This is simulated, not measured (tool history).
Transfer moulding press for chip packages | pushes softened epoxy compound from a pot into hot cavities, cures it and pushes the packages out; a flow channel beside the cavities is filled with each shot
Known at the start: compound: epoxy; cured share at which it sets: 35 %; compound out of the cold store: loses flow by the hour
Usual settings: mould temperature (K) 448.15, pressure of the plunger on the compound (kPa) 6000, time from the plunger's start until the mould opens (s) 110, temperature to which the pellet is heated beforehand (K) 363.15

| run | day | mould temperature (K) | pressure of the plunger on the compound (kPa) | time from the plunger's start until the mould opens (s) | temperature to which the pellet is heated beforehand (K) | incoming compound's hours out of the cold store | length that the compound runs in the flow channel (mm) | greatest force on the pins that push the packages out (N) |
|---|---|---|---|---|---|---|---|---|
| 1 | 0.000 | 448.15 | 6000 | 110 | 363.15 | 18.7 | 682 | 772 |
| 2 | 0.175 | 448.15 | 6000 | 110 | 363.15 | 14.1 | 692 | 780 |
| 3 | 0.400 | 448.15 | 6000 | 110 | 363.15 | 22.6 | 676 | 773 |
| 4 | 0.608 | 448.15 | 6000 | 110 | 363.15 | 12.7 | 697 | 803 |
| 5 | 0.896 | 448.15 | 6000 | 110 | 363.15 | 26.8 | 675 | 835 |
| 6 | 1.154 | 448.15 | 6000 | 110 | 363.15 | 47.5 | 635 | 843 |
| 7 | 1.433 | 448.15 | 6000 | 110 | 363.15 | 12.0 | 688 | 912 |
| 8 | 1.767 | 450.15 | 6000 | 110 | 363.15 | 31.1 | 654 | 516 |
| 9 | 2.017 | 450.15 | 6000 | 110 | 363.15 | 26.3 | 664 | 559 |
| 10 | 2.425 | 448.15 | 4930 | 110 | 363.15 | 31.9 | 595 | 688 |
| 11 | 2.717 | 448.15 | 6490 | 110 | 363.15 | 43.4 | 662 | 723 |
| 12 | 2.962 | 448.15 | 6000 | 110 | 363.15 | 43.2 | 638 | 728 |
| 13 | 3.329 | 448.15 | 6000 | 110 | 363.15 | 30.6 | 659 | 814 |
| 14 | 3.567 | 448.15 | 6000 | 110 | 363.15 | 42.2 | 643 | 813 |
| 15 | 3.917 | 443.15 | 6000 | 110 | 363.15 | 47.9 | 647 | 1156 |
| 16 | 4.267 | 447.15 | 5740 | 101 | 363.15 | 26.2 | 646 | 1153 |
| 17 | 4.512 | 448.15 | 6730 | 110 | 356.15 | 38.8 | 681 | 560 |
| 18 | 4.892 | 448.15 | 5160 | 105 | 361.15 | 43.9 | 587 | 683 |
| 19 | 5.146 | 448.15 | 6000 | 131 | 363.15 | 11.8 | 683 | 513 |
| 20 | 5.358 | 450.15 | 4640 | 102 | 363.15 | 19.1 | 589 | 714 |
| 21 | 5.775 | 454.15 | 6000 | 126 | 363.15 | 37.1 | 628 | 540 |
| 22 | 6.167 | 454.15 | 6000 | 126 | 362.15 | 8.6 | 673 | 573 |
| 23 | 6.338 | 454.15 | 6000 | 126 | 362.15 | 47.6 | 615 | 604 |
| 24 | 6.629 | 454.15 | 6000 | 126 | 362.15 | 21.6 | 649 | 610 |
| 25 | 6.925 | 454.15 | 6000 | 126 | 362.15 | 35.3 | 626 | 621 |
| 26 | 7.329 | 454.15 | 6000 | 126 | 362.15 | 14.5 | 662 | 413 |
| 27 | 7.496 | 447.15 | 7110 | 110 | 357.15 | 21.2 | 729 | 651 |
| 28 | 7.817 | 447.15 | 7110 | 110 | 372.15 | 45.2 | 686 | 663 |
| 29 | 8.058 | 447.15 | 7110 | 110 | 372.15 | 15.6 | 731 | 733 |

Not shown: 3 entries that the log had between the listed runs. Between which runs, and how does the tool's hidden state differ before and after?
Between runs 7 and 8: cavities cleaned with cleaning compound and waxed (day 1.642)
  true mould temperature over the reading, C: 0.29 -> 0.3; pressure that reaches the compound, % of what is set: 93.76 -> 93.64; grip of the stained cavities, % over clean ones': 68.5 -> 8.2
  measured less the result without the state, length that the compound runs in the flow channel (mm): -23 -> -23; greatest force on the pins that push the packages out (N): +362 -> +32
Between runs 16 and 17: cavities cleaned with cleaning compound and waxed (day 4.392)
  true mould temperature over the reading, C: 0.37 -> 0.38; pressure that reaches the compound, % of what is set: 92.42 -> 92.33; grip of the stained cavities, % over clean ones': 70.1 -> 5.8
  measured less the result without the state, length that the compound runs in the flow channel (mm): -27 -> -29; greatest force on the pins that push the packages out (N): +457 -> +18
Between runs 25 and 26: cavities cleaned with cleaning compound and waxed (day 7.125)
  true mould temperature over the reading, C: 0.45 -> 0.46; pressure that reaches the compound, % of what is set: 91.14 -> 90.99; grip of the stained cavities, % over clean ones': 67.7 -> 8
  measured less the result without the state, length that the compound runs in the flow channel (mm): -31 -> -33; greatest force on the pins that push the packages out (N): +250 -> +29
